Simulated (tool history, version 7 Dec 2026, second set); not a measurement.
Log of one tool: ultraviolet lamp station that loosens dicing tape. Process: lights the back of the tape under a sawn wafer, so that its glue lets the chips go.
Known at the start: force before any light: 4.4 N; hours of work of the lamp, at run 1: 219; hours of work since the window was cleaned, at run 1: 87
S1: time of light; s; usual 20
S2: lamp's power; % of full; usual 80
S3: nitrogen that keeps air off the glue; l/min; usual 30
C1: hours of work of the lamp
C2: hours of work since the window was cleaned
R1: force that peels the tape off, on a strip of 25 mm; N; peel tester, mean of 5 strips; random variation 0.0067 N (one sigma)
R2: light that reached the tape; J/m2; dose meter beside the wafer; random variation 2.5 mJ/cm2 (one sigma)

| run | hour | S1 | S2 | S3 | C1 | C2 | R1 | R2 |
|---|---|---|---|---|---|---|---|---|
| 1 | 0.0 | 20 | 80 | 30 | 219 | 87 | 0.270 | 2660 |
| 2 | 71.1 | 20 | 80 | 30 | 250 | 117 | 0.269 | 2600 |
| 3 | 161.8 | 20 | 80 | 30 | 288 | 156 | 0.273 | 2540 |
| 4 | 211.4 | 20 | 80 | 30 | 309 | 177 | 0.285 | 2510 |
| 5 | 301.1 | 20 | 80 | 30 | 348 | 215 | 0.293 | 2440 |
| 6 | 385.4 | 20 | 80 | 30 | 384 | 251 | 0.301 | 2390 |
|  | 416.3 | window cleaned of glue's vapour |
| 7 | 474.8 | 20 | 80 | 30 | 422 | 25 | 0.282 | 2580 |
| 8 | 529.2 | 28 | 69 | 51 | 445 | 48 | 0.185 | 3000 |
| 9 | 582.4 | 28 | 69 | 51 | 468 | 71 | 0.187 | 3000 |
| 10 | 653.1 | 28 | 69 | 51 | 498 | 101 | 0.185 | 2940 |
| 11 | 732.0 | 20 | 87 | 30 | 531 | 135 | 0.276 | 2550 |
| 12 | 793.0 | 20 | 87 | 30 | 557 | 161 | 0.285 | 2540 |
| 13 | 850.5 | 20 | 87 | 30 | 582 | 185 | 0.294 | 2460 |

3 ways to go on from here, each from the tool as it stands after run 13. What would each give?
| A | 915.8 | 20 | 68 | 22 | 610 | 213 | ? | ? |
| B | 915.8 | 20 | 69 | 9 | 610 | 213 | ? | ? |
| C | 915.8 | 18 | 87 | 10 | 610 | 213 | ? | ? |

| run | R1 | R2 |
|---|---|---|
| A | 0.527 | 1880 |
| B | 0.875 | 1950 |
| C | 0.685 | 2160 |
Without the tool's hidden state the same runs would have given:
| run | R1 | R2 |
|---|---|---|
| A | 0.316 | 2540 |
| B | 0.542 | 2620 |
| C | 0.416 | 2930 |

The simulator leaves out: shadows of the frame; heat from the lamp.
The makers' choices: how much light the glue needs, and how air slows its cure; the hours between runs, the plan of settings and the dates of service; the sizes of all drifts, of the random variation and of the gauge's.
